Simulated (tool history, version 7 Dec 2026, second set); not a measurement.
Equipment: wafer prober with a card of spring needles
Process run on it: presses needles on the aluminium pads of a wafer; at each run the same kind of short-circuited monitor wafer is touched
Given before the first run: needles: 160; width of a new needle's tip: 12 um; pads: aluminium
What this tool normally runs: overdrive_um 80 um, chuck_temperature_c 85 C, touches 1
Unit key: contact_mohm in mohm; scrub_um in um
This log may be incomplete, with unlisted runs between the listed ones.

| run | hour | overdrive_um | chuck_temperature_c | touches | contact_mohm | scrub_um |
|---|---|---|---|---|---|---|
| 1 | 0.0 | 80 | 85 | 1 | 183 | 14.59 |
|  | 24.0 | tips cleaned on abrasive film |
| 2 | 24.2 | 80 | 85 | 1 | 182 | 14.86 |
| 3 | 41.9 | 80 | 85 | 1 | 184 | 14.61 |
|  | 47.0 | tips cleaned on abrasive film |
| 4 | 64.6 | 80 | 85 | 1 | 186 | 14.57 |
|  | 71.7 | tips cleaned on abrasive film |
| 5 | 82.2 | 80 | 85 | 1 | 186 | 14.75 |
|  | 95.6 | tips cleaned on abrasive film |
| 6 | 113.0 | 83 | 82 | 2 | 184 | 15.30 |
|  | 118.7 | tips cleaned on abrasive film |
| 7 | 128.6 | 83 | 82 | 2 | 184 | 15.32 |
|  | 141.5 | tips cleaned on abrasive film |
| 8 | 156.0 | 83 | 82 | 1 | 183 | 15.30 |
|  | 164.7 | tips cleaned on abrasive film |
| 9 | 179.3 | 80 | 69 | 1 | 183 | 14.67 |
|  | 188.6 | tips cleaned on abrasive film |
|  | 213.1 | tips cleaned on abrasive film |
| 10 | 213.3 | 96 | 86 | 2 | 181 | 17.62 |

Forecast each of these 3 alternatives for the next run:
| A | 227.1 | 79 | 86 | 2 | ? | ? |
| B | 227.1 | 96 | 86 | 1 | ? | ? |
| C | 227.1 | 75 | 85 | 1 | ? | ? |

| run | contact_mohm | scrub_um |
|---|---|---|
| A | 184 | 14.47 |
| B | 183 | 17.57 |
| C | 185 | 13.78 |
What these runs would have given with no unlogged condition in the tool:
| run | contact_mohm | scrub_um |
|---|---|---|
| A | 183 | 14.47 |
| B | 183 | 17.58 |
| C | 184 | 13.78 |
